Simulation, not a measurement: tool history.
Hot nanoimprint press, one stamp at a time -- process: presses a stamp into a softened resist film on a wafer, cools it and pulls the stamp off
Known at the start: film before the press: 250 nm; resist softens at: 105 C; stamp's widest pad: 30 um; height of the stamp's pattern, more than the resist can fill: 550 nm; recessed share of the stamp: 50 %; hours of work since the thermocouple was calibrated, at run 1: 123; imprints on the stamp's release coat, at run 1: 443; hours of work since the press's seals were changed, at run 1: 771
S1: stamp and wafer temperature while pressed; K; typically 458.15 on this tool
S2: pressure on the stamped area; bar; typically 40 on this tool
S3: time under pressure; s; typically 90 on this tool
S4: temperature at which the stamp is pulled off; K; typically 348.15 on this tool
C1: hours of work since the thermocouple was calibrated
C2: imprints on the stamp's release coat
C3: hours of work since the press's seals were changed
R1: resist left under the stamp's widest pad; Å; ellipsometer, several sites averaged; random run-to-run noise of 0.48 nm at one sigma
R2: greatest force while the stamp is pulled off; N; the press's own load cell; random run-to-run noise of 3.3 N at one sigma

run,hour,S1,S2,S3,S4,C1,C2,C3,R1,R2
1,0,458.15,40,90,348.15,123,443,771,1351,223
2,40.6,458.15,40,90,348.15,154,555,802,1354,221
3,85.8,458.15,40,90,348.15,188,679,836,1359,221
4,121.4,458.15,28.6,90,348.15,215,777,863,1522,220
5,156.6,458.15,40,90,348.15,242,874,890,1347,229
6,185.5,458.15,40,90,348.15,264,954,912,1352,227
7,217.7,458.15,40,90,348.15,288,1042,936,1350,225
# hour 252.6: plate thermocouple calibrated
8,254,458.15,27.7,90,348.15,1,1134,962,1539,222
9,302.1,458.15,27.7,90,348.15,38,1266,998,1531,224
10,332.2,458.15,27.7,81,348.15,61,1349,1021,1591,224
11,358.2,458.15,27.7,81,348.15,80,1421,1041,1598,227
12,409.7,458.15,27.7,81,348.15,120,1562,1080,1593,224
13,441.4,458.15,27.7,81,348.15,144,1649,1104,1597,230
# hour 484.5: stamp cleaned and given a new release coat
14,484.5,458.15,27.7,81,348.15,172,0,1133,1592,222
15,528.9,458.15,49.6,90,348.15,206,122,1167,1260,225
16,560.2,450.15,49.6,90,341.15,230,208,1190,1759,259
17,589.5,458.15,46.2,90,338.15,252,288,1213,1303,269
18,636.6,458.15,46.2,90,338.15,288,418,1249,1293,277
# hour 672.2: plate thermocouple calibrated
19,689.4,458.15,26.7,90,338.15,13,555,1286,1562,276
20,741.3,470.15,40,121,348.15,53,698,1326,675,221
# hour 776.6: press's hydraulic seals changed and the load cell set to zero
21,786.1,470.15,40,121,348.15,81,799,7,675,231
22,821,453.15,36.5,121,348.15,107,895,34,1585,218
23,856.2,453.15,36.5,115,352.15,134,992,61,1609,209
24,889.3,450.15,40.2,48,340.15,159,1083,86,2101,262
25,939.9,450.15,40,136,348.15,198,1222,124,1677,225
26,978.2,450.15,27.3,125,348.15,227,1328,153,1896,226
27,1029.7,450.15,60.1,95,348.15,266,1469,193,1648,228
28,1076.5,460.15,26.1,90,348.15,302,1598,228,1470,224
# hour 1095.2: plate thermocouple calibrated
29,1104.1,460.15,26.1,71,352.15,7,1666,247,1581,206
# hour 1140.6: stamp cleaned and given a new release coat
30,1149.8,458.15,38.4,48,345.15,37,25,277,1709,235

4 ways to go on from here, each from the tool as it stands after run 30. What would each give?
A,1188.3,458.15,40,90,345.15,66,131,307,?,?
B,1188.3,452.15,38.4,48,338.15,66,131,307,?,?
C,1188.3,458.15,25.3,168,345.15,66,131,307,?,?
D,1188.3,470.15,40,128,350.15,66,131,307,?,?

run,R1,R2
A,1387,237
B,2036,269
C,1298,237
D,663,216
Stripped of hidden state, with their random variation kept, the same runs would have yielded:
run,R1,R2
A,1357,236
B,1993,269
C,1270,237
D,649,216

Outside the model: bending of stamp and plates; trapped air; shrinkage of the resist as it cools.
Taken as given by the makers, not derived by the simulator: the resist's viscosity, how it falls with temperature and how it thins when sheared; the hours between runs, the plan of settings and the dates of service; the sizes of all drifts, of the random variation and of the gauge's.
